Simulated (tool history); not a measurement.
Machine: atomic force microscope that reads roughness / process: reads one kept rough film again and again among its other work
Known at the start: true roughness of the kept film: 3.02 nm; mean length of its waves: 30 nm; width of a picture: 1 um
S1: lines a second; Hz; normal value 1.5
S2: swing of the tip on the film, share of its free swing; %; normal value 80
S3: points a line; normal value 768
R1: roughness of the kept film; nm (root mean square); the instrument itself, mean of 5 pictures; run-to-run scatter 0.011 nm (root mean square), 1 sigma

run	day	S1	S2	S3	R1
1	0	1.5	80	768	2.604
2	0.508	1.5	80	768	2.6
3	0.762	1.5	80	768	2.594
4	1.271	1.5	80	768	2.585
# day 1.442: new tip fitted
5	1.533	1.5	80	768	2.603
6	2.029	1.5	80	768	2.596
7	2.321	1.5	80	768	2.599
8	2.804	1.5	80	768	2.609
9	3.05	1.5	80	768	2.588
# day 3.429: new tip fitted
10	3.512	1.5	80	834	2.619
11	4	1.5	89	834	2.5
12	4.45	1.5	89	834	2.488
13	4.75	1.5	89	834	2.498
14	5.254	1.5	89	834	2.485
# day 5.412: new tip fitted
15	5.675	1.5	89	834	2.501
16	6.079	1.5	89	834	2.484
17	6.433	1.5	89	834	2.484
18	6.929	1.2	68	272	2.686
19	7.175	1.3	80	262	2.586
# day 7.4: new tip fitted
20	7.583	1.3	80	262	2.605
21	7.812	2.7	80	698	2.426
22	8.092	1.5	64	705	2.701
23	8.588	1.5	63	470	2.722
24	8.938	2.69	85	351	2.329
25	9.325	2.69	85	351	2.347
# day 9.421: new tip fitted
26	9.746	0.58	80	453	2.745
27	9.958	0.58	80	453	2.733
28	10.2	0.58	55	327	2.776
29	10.708	0.51	80	768	2.723
30	11.108	2.51	80	388	2.437

Below are 5 alternative next runs, each starting from the tool's condition after run 30. Predict each:
# day 11.425: new tip fitted
A	11.488	0.71	90	781	?
# day 11.425: new tip fitted
B	11.488	1.91	76	307	?
# day 11.425: new tip fitted
C	11.488	0.84	80	768	?
# day 11.425: new tip fitted
D	11.488	2.92	80	768	?
# day 11.425: new tip fitted
E	11.488	2.51	71	473	?

run	R1
A	2.647
B	2.58
C	2.67
D	2.424
E	2.571
Stripped of hidden state, with their random variation kept, the same runs would have yielded:
run	R1
A	2.647
B	2.58
C	2.67
D	2.424
E	2.571
